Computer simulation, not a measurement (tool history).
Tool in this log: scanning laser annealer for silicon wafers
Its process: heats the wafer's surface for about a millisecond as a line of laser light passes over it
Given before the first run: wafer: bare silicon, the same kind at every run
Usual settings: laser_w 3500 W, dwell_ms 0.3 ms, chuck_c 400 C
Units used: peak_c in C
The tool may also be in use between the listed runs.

run,hour,laser_w,dwell_ms,chuck_c,peak_c
1,0,3500,0.3,400,1216
2,9.3,3500,0.26,400,1166
3,17.9,3500,0.26,400,1166
4,25.7,3311,0.3,400,1174
5,37.2,3123,0.3,400,1133
6,47.1,3123,0.3,400,1130
7,58.6,3500,0.3,439,1251
8,64.2,3500,0.33,400,1249
9,73.6,3500,0.33,400,1251
10,80.7,3311,0.3,400,1173
11,91.5,3500,0.3,372,1186
12,99.6,3500,0.3,372,1185
13,110.3,3500,0.3,400,1214
14,115.2,3500,0.3,400,1216
15,125.8,3500,0.3,438,1251
16,133,3500,0.3,385,1198
17,142.3,3500,0.3,385,1195
18,151,3500,0.3,380,1187
19,159.7,3500,0.3,414,1227
20,167.8,3500,0.3,414,1225
21,172.7,3662,0.306,411,1260
22,181.3,3656,0.217,411,1142
23,191.2,3656,0.217,411,1144
24,203,3161,0.226,400,1046
# hour 205.9: window over the wafer cleaned
25,214,3500,0.226,374,1085
26,223.4,3500,0.226,374,1084
27,234.3,3500,0.226,374,1086
# hour 243.8: window over the wafer cleaned, once more
28,247.9,3055,0.3,419,1137
29,258,3055,0.3,414,1131
30,269.5,3055,0.3,414,1133
31,277.6,3429,0.3,409,1210
32,286.9,3713,0.273,400,1224
33,292,3831,0.3,366,1253
34,300.7,3831,0.3,366,1249
35,311.1,3159,0.36,414,1217
36,320.8,3159,0.36,414,1216
37,332,3719,0.274,415,1244
38,337.5,3719,0.274,415,1240
39,345.3,3797,0.274,415,1261
40,356.7,3686,0.321,400,1275

Measured minus without-hidden-state, run by run (identical run-to-run variation in each term; gauge scatter may differ):
What the log doesn't record here: light that passes the window, % of a clean one's; laser's true power over the reading, %; width of the line over the set one, %; drift of the gauge itself on peak_c, C.
run,peak_c
1,-12
2,-12
3,-11
4,-12
5,-12
6,-11
7,-14
8,-14
9,-14
10,-13
11,-14
12,-14
13,-15
14,-14
15,-15
16,-15
17,-15
18,-15
19,-15
20,-15
21,-17
22,-14
23,-14
24,-13
25,-18
26,-19
27,-19
28,-9
29,-9
30,-9
31,-11
32,-11
33,-13
34,-12
35,-11
36,-12
37,-13
38,-12
39,-12
40,-14

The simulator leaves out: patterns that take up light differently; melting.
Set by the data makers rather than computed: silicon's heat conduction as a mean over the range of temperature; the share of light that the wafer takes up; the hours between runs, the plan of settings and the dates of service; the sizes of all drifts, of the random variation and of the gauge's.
